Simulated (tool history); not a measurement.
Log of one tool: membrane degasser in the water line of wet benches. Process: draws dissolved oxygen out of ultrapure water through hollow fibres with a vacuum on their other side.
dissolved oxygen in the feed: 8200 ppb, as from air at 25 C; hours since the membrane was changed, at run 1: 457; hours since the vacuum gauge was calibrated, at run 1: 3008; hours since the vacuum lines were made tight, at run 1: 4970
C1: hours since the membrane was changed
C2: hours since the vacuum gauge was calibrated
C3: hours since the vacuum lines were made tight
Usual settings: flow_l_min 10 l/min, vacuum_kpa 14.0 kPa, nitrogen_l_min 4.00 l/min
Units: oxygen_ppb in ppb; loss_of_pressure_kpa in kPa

run 1 hour=0.0 | flow_l_min=10 vacuum_kpa=14.0 nitrogen_l_min=4.00 | C1=457 C2=3008 C3=4970 | oxygen_ppb=77.0 loss_of_pressure_kpa=43.76
run 2 hour=32.8 | flow_l_min=10 vacuum_kpa=14.0 nitrogen_l_min=4.00 | C1=489 C2=3041 C3=5003 | oxygen_ppb=77.7 loss_of_pressure_kpa=43.61
run 3 hour=61.7 | flow_l_min=10 vacuum_kpa=14.0 nitrogen_l_min=4.00 | C1=518 C2=3069 C3=5032 | oxygen_ppb=77.9 loss_of_pressure_kpa=43.62
run 4 hour=81.9 | flow_l_min=10 vacuum_kpa=14.0 nitrogen_l_min=4.00 | C1=538 C2=3090 C3=5052 | oxygen_ppb=77.3 loss_of_pressure_kpa=43.43
run 5 hour=103.7 | flow_l_min=10 vacuum_kpa=14.0 nitrogen_l_min=4.00 | C1=560 C2=3111 C3=5074 | oxygen_ppb=77.2 loss_of_pressure_kpa=43.86
run 6 hour=139.2 | flow_l_min=10 vacuum_kpa=14.0 nitrogen_l_min=4.00 | C1=596 C2=3147 C3=5109 | oxygen_ppb=78.5 loss_of_pressure_kpa=43.25
run 7 hour=170.0 | flow_l_min=10 vacuum_kpa=34.8 nitrogen_l_min=4.00 | C1=627 C2=3178 C3=5140 | oxygen_ppb=203.8 loss_of_pressure_kpa=43.74
run 8 hour=210.6 | flow_l_min=10 vacuum_kpa=14.0 nitrogen_l_min=4.00 | C1=667 C2=3218 C3=5181 | oxygen_ppb=77.0 loss_of_pressure_kpa=43.81
run 9 hour=240.1 | flow_l_min=10 vacuum_kpa=14.0 nitrogen_l_min=4.00 | C1=697 C2=3248 C3=5210 | oxygen_ppb=76.4 loss_of_pressure_kpa=43.83
run 10 hour=273.9 | flow_l_min=10 vacuum_kpa=14.0 nitrogen_l_min=4.00 | C1=730 C2=3282 C3=5244 | oxygen_ppb=78.0 loss_of_pressure_kpa=43.57
run 11 hour=294.5 | flow_l_min=10 vacuum_kpa=14.0 nitrogen_l_min=4.00 | C1=751 C2=3302 C3=5265 | oxygen_ppb=78.1 loss_of_pressure_kpa=43.57
run 12 hour=332.4 | flow_l_min=10 vacuum_kpa=9.3 nitrogen_l_min=4.00 | C1=789 C2=3340 C3=5303 | oxygen_ppb=49.1 loss_of_pressure_kpa=43.35
run 13 hour=373.5 | flow_l_min=7 vacuum_kpa=14.0 nitrogen_l_min=4.00 | C1=830 C2=3381 C3=5344 | oxygen_ppb=49.4 loss_of_pressure_kpa=30.39
run 14 hour=401.6 | flow_l_min=7 vacuum_kpa=14.0 nitrogen_l_min=4.00 | C1=858 C2=3409 C3=5372 | oxygen_ppb=48.7 loss_of_pressure_kpa=30.48
run 15 hour=424.9 | flow_l_min=10 vacuum_kpa=14.0 nitrogen_l_min=2.18 | C1=881 C2=3433 C3=5395 | oxygen_ppb=130.0 loss_of_pressure_kpa=43.53
run 16 hour=459.1 | flow_l_min=10 vacuum_kpa=14.0 nitrogen_l_min=4.00 | C1=916 C2=3467 C3=5429 | oxygen_ppb=76.3 loss_of_pressure_kpa=43.25
run 17 hour=497.3 | flow_l_min=10 vacuum_kpa=14.0 nitrogen_l_min=4.00 | C1=954 C2=3505 C3=5468 | oxygen_ppb=77.0 loss_of_pressure_kpa=42.93
run 18 hour=532.5 | flow_l_min=16 vacuum_kpa=20.1 nitrogen_l_min=2.34 | C1=989 C2=3540 C3=5503 | oxygen_ppb=335.4 loss_of_pressure_kpa=69.45
run 19 hour=559.3 | flow_l_min=16 vacuum_kpa=20.1 nitrogen_l_min=2.34 | C1=1016 C2=3567 C3=5530 | oxygen_ppb=334.0 loss_of_pressure_kpa=69.06
-- hour=594.8 vacuum gauge calibrated
run 20 hour=595.1 | flow_l_min=10 vacuum_kpa=14.0 nitrogen_l_min=6.93 | C1=1051 C2=0 C3=5565 | oxygen_ppb=49.1 loss_of_pressure_kpa=43.27
run 21 hour=631.5 | flow_l_min=9 vacuum_kpa=26.7 nitrogen_l_min=2.10 | C1=1088 C2=37 C3=5601 | oxygen_ppb=247.6 loss_of_pressure_kpa=38.56
run 22 hour=663.4 | flow_l_min=10 vacuum_kpa=15.8 nitrogen_l_min=10.72 | C1=1119 C2=69 C3=5633 | oxygen_ppb=40.2 loss_of_pressure_kpa=43.02
run 23 hour=690.9 | flow_l_min=7 vacuum_kpa=15.8 nitrogen_l_min=2.01 | C1=1147 C2=96 C3=5661 | oxygen_ppb=109.0 loss_of_pressure_kpa=30.11
run 24 hour=716.5 | flow_l_min=7 vacuum_kpa=15.8 nitrogen_l_min=2.01 | C1=1173 C2=122 C3=5686 | oxygen_ppb=108.7 loss_of_pressure_kpa=30.08
run 25 hour=754.0 | flow_l_min=7 vacuum_kpa=15.8 nitrogen_l_min=2.01 | C1=1210 C2=159 C3=5724 | oxygen_ppb=109.5 loss_of_pressure_kpa=29.97
run 26 hour=797.2 | flow_l_min=10 vacuum_kpa=30.1 nitrogen_l_min=2.47 | C1=1253 C2=202 C3=5767 | oxygen_ppb=266.7 loss_of_pressure_kpa=42.90
run 27 hour=837.6 | flow_l_min=10 vacuum_kpa=8.5 nitrogen_l_min=6.29 | C1=1294 C2=243 C3=5807 | oxygen_ppb=32.3 loss_of_pressure_kpa=43.06
run 28 hour=857.5 | flow_l_min=6 vacuum_kpa=22.0 nitrogen_l_min=7.20 | C1=1314 C2=263 C3=5827 | oxygen_ppb=40.4 loss_of_pressure_kpa=25.71
run 29 hour=882.4 | flow_l_min=14 vacuum_kpa=9.9 nitrogen_l_min=1.98 | C1=1338 C2=288 C3=5852 | oxygen_ppb=154.2 loss_of_pressure_kpa=60.46
run 30 hour=923.7 | flow_l_min=14 vacuum_kpa=9.9 nitrogen_l_min=1.98 | C1=1380 C2=329 C3=5893 | oxygen_ppb=154.8 loss_of_pressure_kpa=60.35
run 31 hour=964.1 | flow_l_min=14 vacuum_kpa=9.9 nitrogen_l_min=9.72 | C1=1420 C2=369 C3=5934 | oxygen_ppb=67.2 loss_of_pressure_kpa=60.00
run 32 hour=995.1 | flow_l_min=8 vacuum_kpa=14.0 nitrogen_l_min=4.00 | C1=1451 C2=400 C3=5965 | oxygen_ppb=56.5 loss_of_pressure_kpa=34.28
run 33 hour=1041.2 | flow_l_min=13 vacuum_kpa=14.0 nitrogen_l_min=10.00 | C1=1497 C2=446 C3=6011 | oxygen_ppb=65.7 loss_of_pressure_kpa=55.52

Hidden state at the last listed run before each entry between runs and at the first one after, where it differs:
Between runs 19 and 20: vacuum gauge calibrated (hour 594.8)
  drift of the gauge itself on loss_of_pressure_kpa, %: -1.22 -> -1.3
  measured less the result without the state, loss_of_pressure_kpa: -0.84 -> -0.56 kPa

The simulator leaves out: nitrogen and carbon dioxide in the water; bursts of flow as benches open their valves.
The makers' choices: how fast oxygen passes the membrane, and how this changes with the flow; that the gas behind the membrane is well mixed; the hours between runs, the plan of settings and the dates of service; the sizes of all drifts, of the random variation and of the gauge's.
